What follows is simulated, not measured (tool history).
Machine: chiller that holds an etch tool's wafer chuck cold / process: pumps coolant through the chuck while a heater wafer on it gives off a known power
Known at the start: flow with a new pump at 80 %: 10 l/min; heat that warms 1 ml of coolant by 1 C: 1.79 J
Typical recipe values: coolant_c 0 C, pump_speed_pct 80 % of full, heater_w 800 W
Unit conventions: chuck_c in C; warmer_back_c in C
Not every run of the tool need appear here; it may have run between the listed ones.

{"run": 1, "day": 0.0, "coolant_c": 0, "pump_speed_pct": 80, "heater_w": 800, "chuck_c": 6.1, "warmer_back_c": 2.88}
{"run": 2, "day": 5.188, "coolant_c": 0, "pump_speed_pct": 80, "heater_w": 800, "chuck_c": 6.2, "warmer_back_c": 2.87}
{"run": 3, "day": 11.654, "coolant_c": 0, "pump_speed_pct": 80, "heater_w": 800, "chuck_c": 6, "warmer_back_c": 2.9}
{"run": 4, "day": 18.317, "coolant_c": 0, "pump_speed_pct": 80, "heater_w": 800, "chuck_c": 6, "warmer_back_c": 2.95}
{"run": 5, "day": 21.317, "coolant_c": 0, "pump_speed_pct": 80, "heater_w": 800, "chuck_c": 6, "warmer_back_c": 2.85}
{"run": 6, "day": 27.854, "coolant_c": 0, "pump_speed_pct": 65, "heater_w": 800, "chuck_c": 7.4, "warmer_back_c": 3.54}
{"run": 7, "day": 32.142, "coolant_c": 0, "pump_speed_pct": 65, "heater_w": 800, "chuck_c": 7.2, "warmer_back_c": 3.6}
{"run": 8, "day": 35.358, "coolant_c": 0, "pump_speed_pct": 65, "heater_w": 800, "chuck_c": 7.4, "warmer_back_c": 3.54}
{"run": 9, "day": 39.221, "coolant_c": 0, "pump_speed_pct": 80, "heater_w": 800, "chuck_c": 5.9, "warmer_back_c": 2.9}
{"run": 10, "day": 44.45, "coolant_c": 0, "pump_speed_pct": 80, "heater_w": 800, "chuck_c": 6.2, "warmer_back_c": 2.91}
{"run": 11, "day": 48.371, "coolant_c": 0, "pump_speed_pct": 80, "heater_w": 800, "chuck_c": 6.2, "warmer_back_c": 2.93}
{"run": 12, "day": 52.129, "coolant_c": 6, "pump_speed_pct": 80, "heater_w": 800, "chuck_c": 12.1, "warmer_back_c": 2.89}
{"run": 13, "day": 56.529, "coolant_c": 6, "pump_speed_pct": 80, "heater_w": 800, "chuck_c": 12.1, "warmer_back_c": 2.95}
{"run": 14, "day": 59.583, "coolant_c": 6, "pump_speed_pct": 80, "heater_w": 800, "chuck_c": 12.2, "warmer_back_c": 2.95}
{"run": 15, "day": 65.996, "coolant_c": 6, "pump_speed_pct": 80, "heater_w": 800, "chuck_c": 12.2, "warmer_back_c": 2.95}
{"run": 16, "day": 68.792, "coolant_c": 0, "pump_speed_pct": 80, "heater_w": 1092, "chuck_c": 8.4, "warmer_back_c": 4.02}
{"run": 17, "day": 75.271, "coolant_c": 0, "pump_speed_pct": 80, "heater_w": 1092, "chuck_c": 8.5, "warmer_back_c": 4.06}
{"run": 18, "day": 78.55, "coolant_c": 0, "pump_speed_pct": 80, "heater_w": 1092, "chuck_c": 8.5, "warmer_back_c": 4.02}
{"run": 19, "day": 83.662, "coolant_c": -2, "pump_speed_pct": 80, "heater_w": 952, "chuck_c": 5.5, "warmer_back_c": 3.47}
{"run": 20, "day": 87.642, "coolant_c": 0, "pump_speed_pct": 60, "heater_w": 811, "chuck_c": 8.3, "warmer_back_c": 4.05}
{"run": 21, "day": 92.975, "coolant_c": 9, "pump_speed_pct": 71, "heater_w": 770, "chuck_c": 15.8, "warmer_back_c": 3.24}
{"day": 98.55, "done": "chiller's thermometer calibrated"}
{"run": 22, "day": 98.996, "coolant_c": -8, "pump_speed_pct": 94, "heater_w": 945, "chuck_c": -1.4, "warmer_back_c": 2.91}
{"run": 23, "day": 103.762, "coolant_c": -8, "pump_speed_pct": 94, "heater_w": 945, "chuck_c": -1.5, "warmer_back_c": 2.98}
{"run": 24, "day": 108.846, "coolant_c": -8, "pump_speed_pct": 94, "heater_w": 945, "chuck_c": -1.5, "warmer_back_c": 2.92}
{"run": 25, "day": 114.171, "coolant_c": -8, "pump_speed_pct": 99, "heater_w": 1108, "chuck_c": -0.8, "warmer_back_c": 3.29}
{"run": 26, "day": 119.621, "coolant_c": -4, "pump_speed_pct": 93, "heater_w": 1102, "chuck_c": 3.7, "warmer_back_c": 3.45}
{"run": 27, "day": 122.688, "coolant_c": -4, "pump_speed_pct": 93, "heater_w": 406, "chuck_c": -0.9, "warmer_back_c": 1.29}
{"run": 28, "day": 126.679, "coolant_c": -6, "pump_speed_pct": 93, "heater_w": 758, "chuck_c": -0.7, "warmer_back_c": 2.43}
{"run": 29, "day": 133.275, "coolant_c": 0, "pump_speed_pct": 93, "heater_w": 758, "chuck_c": 5.4, "warmer_back_c": 2.35}
{"run": 30, "day": 138.017, "coolant_c": -6, "pump_speed_pct": 93, "heater_w": 612, "chuck_c": -1.4, "warmer_back_c": 1.96}
{"run": 31, "day": 142.688, "coolant_c": -1, "pump_speed_pct": 76, "heater_w": 468, "chuck_c": 3.2, "warmer_back_c": 1.83}
{"run": 32, "day": 147.9, "coolant_c": 8, "pump_speed_pct": 74, "heater_w": 631, "chuck_c": 13.3, "warmer_back_c": 2.57}

Below are 4 alternative next runs, each starting from the tool's condition after run 32. Predict each:
{"run": "A", "day": 151.408, "coolant_c": -2, "pump_speed_pct": 87, "heater_w": 600, "chuck_c": "?", "warmer_back_c": "?"}
{"run": "B", "day": 151.408, "coolant_c": 0, "pump_speed_pct": 98, "heater_w": 817, "chuck_c": "?", "warmer_back_c": "?"}
{"run": "C", "day": 151.408, "coolant_c": -10, "pump_speed_pct": 78, "heater_w": 553, "chuck_c": "?", "warmer_back_c": "?"}
{"run": "D", "day": 151.408, "coolant_c": 8, "pump_speed_pct": 80, "heater_w": 526, "chuck_c": "?", "warmer_back_c": "?"}

run=A chuck_c=2.7 warmer_back_c=2.07
run=B chuck_c=5.6 warmer_back_c=2.45
run=C chuck_c=-5.4 warmer_back_c=2.12
run=D chuck_c=12.5 warmer_back_c=1.95
Had the tool no hidden state, the same runs would have come out as:
run=A chuck_c=1.8 warmer_back_c=1.85
run=B chuck_c=4.5 warmer_back_c=2.18
run=C chuck_c=-6.3 warmer_back_c=1.9
run=D chuck_c=11.6 warmer_back_c=1.74
